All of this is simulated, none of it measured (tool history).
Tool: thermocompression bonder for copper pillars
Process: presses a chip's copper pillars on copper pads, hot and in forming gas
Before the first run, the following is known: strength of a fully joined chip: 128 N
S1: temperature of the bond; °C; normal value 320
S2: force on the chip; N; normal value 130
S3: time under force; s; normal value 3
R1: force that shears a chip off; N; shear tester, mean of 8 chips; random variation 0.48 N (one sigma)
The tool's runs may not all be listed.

run 1 day=0 | S1=320 S2=130 S3=3 | R1=49.6
-- day=0.221 forming gas filter changed
run 2 day=1.083 | S1=320 S2=130 S3=3 | R1=54.1
run 3 day=1.933 | S1=320 S2=130 S3=3 | R1=52.7
run 4 day=2.946 | S1=320 S2=130 S3=3 | R1=53.3
run 5 day=4.342 | S1=320 S2=130 S3=3 | R1=51.4
run 6 day=5 | S1=320 S2=130 S3=3 | R1=51.5
-- day=5.212 heater calibrated with a thermocouple chip
run 7 day=5.921 | S1=299 S2=184 S3=2 | R1=41.8
run 8 day=7.317 | S1=299 S2=184 S3=5 | R1=58.1
run 9 day=8.333 | S1=299 S2=184 S3=5 | R1=57.6
run 10 day=9.058 | S1=299 S2=184 S3=5 | R1=57.5
run 11 day=9.867 | S1=329 S2=98 S3=3 | R1=43.7
run 12 day=10.675 | S1=340 S2=125 S3=8 | R1=78.7

3 ways to go on from here, each from the tool as it stands after run 12. What would each give?
-- day=10.892 forming gas filter changed
run A day=11.504 | S1=349 S2=125 S3=7 | R1=?
-- day=10.892 forming gas filter changed
run B day=11.504 | S1=345 S2=138 S3=2 | R1=?
-- day=10.892 forming gas filter changed
run C day=11.504 | S1=340 S2=125 S3=9 | R1=?

run=A R1=89.5
run=B R1=62.7
run=C R1=89.3
The same runs, with their run-to-run variation unchanged, on a tool lacking any hidden condition would have given:
run=A R1=92.9
run=B R1=65.9
run=C R1=92.7

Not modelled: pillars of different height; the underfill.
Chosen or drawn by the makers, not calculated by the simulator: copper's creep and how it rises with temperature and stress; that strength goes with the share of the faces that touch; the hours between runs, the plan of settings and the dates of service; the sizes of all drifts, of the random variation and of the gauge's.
